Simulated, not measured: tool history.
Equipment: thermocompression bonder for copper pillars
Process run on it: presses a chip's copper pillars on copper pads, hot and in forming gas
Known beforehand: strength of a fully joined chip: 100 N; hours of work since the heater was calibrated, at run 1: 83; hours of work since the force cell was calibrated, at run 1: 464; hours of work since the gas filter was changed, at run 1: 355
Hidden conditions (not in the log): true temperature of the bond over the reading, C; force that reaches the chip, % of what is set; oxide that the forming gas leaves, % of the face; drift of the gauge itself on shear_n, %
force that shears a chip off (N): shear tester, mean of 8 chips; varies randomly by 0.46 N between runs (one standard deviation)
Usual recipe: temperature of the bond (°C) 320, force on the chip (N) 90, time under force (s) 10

run	hour	temperature of the bond (°C)	force on the chip (N)	time under force (s)	hours of work since the heater was calibrated	hours of work since the force cell was calibrated	hours of work since the gas filter was changed	force that shears a chip off (N)
1	0.0	320	90	10	83	464	355	67.5
# hour 57.3: forming gas filter changed
2	57.3	320	90	10	109	490	0	72.2
3	104.1	320	90	10	130	511	21	71.5
4	153.4	344	90	10	153	534	44	79.5
5	201.1	320	90	10	174	556	66	70.9
6	257.3	320	90	10	200	581	91	72.2
7	307.2	320	76	10	223	604	114	62.3
8	366.9	320	76	10	250	631	141	61.6
9	418.4	320	76	10	274	655	165	61.6
10	463.5	320	76	10	294	675	185	62.3
# hour 470.3: force cell calibrated
11	535.2	320	76	10	326	30	217	62.0
12	582.2	320	76	10	348	51	239	61.5
# hour 639.0: force cell calibrated, once more
13	643.5	320	76	10	375	2	266	59.2
14	715.5	307	90	6	408	35	299	52.6
15	757.7	330	54	11	427	54	318	46.9
16	812.3	298	90	12	452	79	343	60.3
17	873.2	335	90	14	480	107	371	75.7
# hour 895.4: forming gas filter changed
18	918.9	320	101	18	500	127	11	84.8
19	991.2	320	55	18	533	160	44	55.0
20	1071.6	333	80	14	570	197	80	73.6
21	1139.1	333	80	14	601	228	111	73.8
22	1195.3	333	80	14	627	254	137	74.7

Each row is a separate what-if for the run after 22, all from the same tool condition, not one after another. Results?
A	1257.5	312	59	30	655	282	165	?
B	1257.5	315	96	12	655	282	165	?
C	1257.5	296	130	26	655	282	165	?
D	1257.5	292	122	10	655	282	165	?
E	1257.5	333	88	9	655	282	165	?

run	force that shears a chip off (N)
A	63.3
B	71.9
C	88.9
D	70.5
E	70.2
Without the tool's hidden state the same runs would have given:
run	force that shears a chip off (N)
A	66.5
B	75.3
C	92.2
D	74.0
E	73.4
